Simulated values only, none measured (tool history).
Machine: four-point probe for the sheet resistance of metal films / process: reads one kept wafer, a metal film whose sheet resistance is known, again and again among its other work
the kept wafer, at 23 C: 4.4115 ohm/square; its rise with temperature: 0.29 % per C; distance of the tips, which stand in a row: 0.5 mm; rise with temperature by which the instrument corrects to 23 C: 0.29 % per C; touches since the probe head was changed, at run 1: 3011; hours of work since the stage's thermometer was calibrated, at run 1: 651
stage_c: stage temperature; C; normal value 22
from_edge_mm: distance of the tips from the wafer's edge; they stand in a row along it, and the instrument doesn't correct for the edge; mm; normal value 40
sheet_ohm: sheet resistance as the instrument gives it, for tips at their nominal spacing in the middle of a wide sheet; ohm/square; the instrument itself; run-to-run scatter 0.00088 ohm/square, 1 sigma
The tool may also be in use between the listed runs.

run,day,stage_c,from_edge_mm,touches since the probe head was changed,hours of work since the stage's thermometer was calibrated,sheet_ohm
1,0,22,40,3011,651,4.394771
2,0.521,33,40,3240,657,4.395353
3,1.188,29,40,3534,664,4.394365
4,1.625,22,40,3726,669,4.396466
5,2.092,22,7,3933,674,4.406122
6,2.7,22,40,4201,681,4.396607
7,3.138,22,40,4394,686,4.396253
8,3.658,26,40,4622,692,4.394499
9,4.046,26,16,4795,696,4.396124
10,4.6,22,40,5037,702,4.395472
11,4.875,32,38,5159,705,4.394185
12,5.496,32,38,5432,712,4.394888
13,5.912,32,29,5616,717,4.394536
14,6.542,32,29,5893,724,4.395234
15,6.829,32,29,6020,727,4.395029
16,7.458,32,29,6297,734,4.395568

What will run 17 give?
17,7.867,32,29,6476,739,?

Run 17 came out at sheet_ohm 4.396001 ohm/square.
With no hidden state in the tool, this same run would have given sheet_ohm 4.411858 ohm/square.
